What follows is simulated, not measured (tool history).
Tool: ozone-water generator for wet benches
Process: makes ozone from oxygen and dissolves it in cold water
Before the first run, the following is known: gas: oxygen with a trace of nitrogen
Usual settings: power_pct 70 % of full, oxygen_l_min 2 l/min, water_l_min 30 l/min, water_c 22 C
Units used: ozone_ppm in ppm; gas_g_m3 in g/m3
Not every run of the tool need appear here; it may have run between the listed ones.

Run 1, day 0: usual settings. Result: ozone_ppm 5.51 ppm, gas_g_m3 152.8 g/m3.
Run 2, day 2.658: usual settings. Result: ozone_ppm 5.48 ppm, gas_g_m3 153.9 g/m3.
Run 3, day 6.788: usual settings. Result: ozone_ppm 5.29 ppm, gas_g_m3 151.8 g/m3.
Run 4, day 9.112: usual settings. Result: ozone_ppm 5.4 ppm, gas_g_m3 154.5 g/m3.
Run 5, day 11.538: usual settings. Result: ozone_ppm 5.39 ppm, gas_g_m3 152.9 g/m3.
Run 6, day 13.404: usual settings. Result: ozone_ppm 5.54 ppm, gas_g_m3 152.9 g/m3.
Run 7, day 17.642: usual settings. Result: ozone_ppm 5.49 ppm, gas_g_m3 151.8 g/m3.
Run 8, day 19.446: usual settings but oxygen_l_min 1.71 l/min. Result: ozone_ppm 5.02 ppm, gas_g_m3 162 g/m3.
Run 9, day 21.512: usual settings but oxygen_l_min 1.71 l/min. Result: ozone_ppm 5.11 ppm, gas_g_m3 160 g/m3.
Run 10, day 23.917: usual settings but oxygen_l_min 1.71 l/min. Result: ozone_ppm 4.95 ppm, gas_g_m3 161.7 g/m3.
Run 11, day 27.017: usual settings but power_pct 40 % of full, oxygen_l_min 3.04 l/min, water_l_min 33 l/min, water_c 18 C. Result: ozone_ppm 4.21 ppm, gas_g_m3 90 g/m3.
Run 12, day 29.742: usual settings but power_pct 58 % of full. Result: ozone_ppm 4.7 ppm, gas_g_m3 134.9 g/m3.
Run 13, day 33.896: usual settings but oxygen_l_min 2.94 l/min, water_l_min 26 l/min, water_c 15 C. Result: ozone_ppm 7.72 ppm, gas_g_m3 130.5 g/m3.

5 ways to go on from here, each from the tool as it stands after run 13. What would each give?
Run A, day 36.225: usual settings but water_l_min 41 l/min. Result: ozone_ppm ?, gas_g_m3 ?.
Run B, day 36.225: usual settings but power_pct 65 % of full, water_l_min 24 l/min, water_c 26 C. Result: ozone_ppm ?, gas_g_m3 ?.
Run C, day 36.225: usual settings but power_pct 48 % of full. Result: ozone_ppm ?, gas_g_m3 ?.
Run D, day 36.225: usual settings but power_pct 44 % of full, oxygen_l_min 1.8 l/min. Result: ozone_ppm ?, gas_g_m3 ?.
Run E, day 36.225: usual settings but water_l_min 23 l/min. Result: ozone_ppm ?, gas_g_m3 ?.

run  ozone_ppm  gas_g_m3
  A       3.84       150
  B       6.31     143.5
  C       4.17       119
  D       3.81     117.8
  E       7.09       151
Stripped of hidden state, with their random variation kept, the same runs would have yielded:
run  ozone_ppm  gas_g_m3
  A       4.08     154.8
  B       6.67     147.9
  C        4.4     121.8
  D       4.01     120.4
  E       7.51     155.9
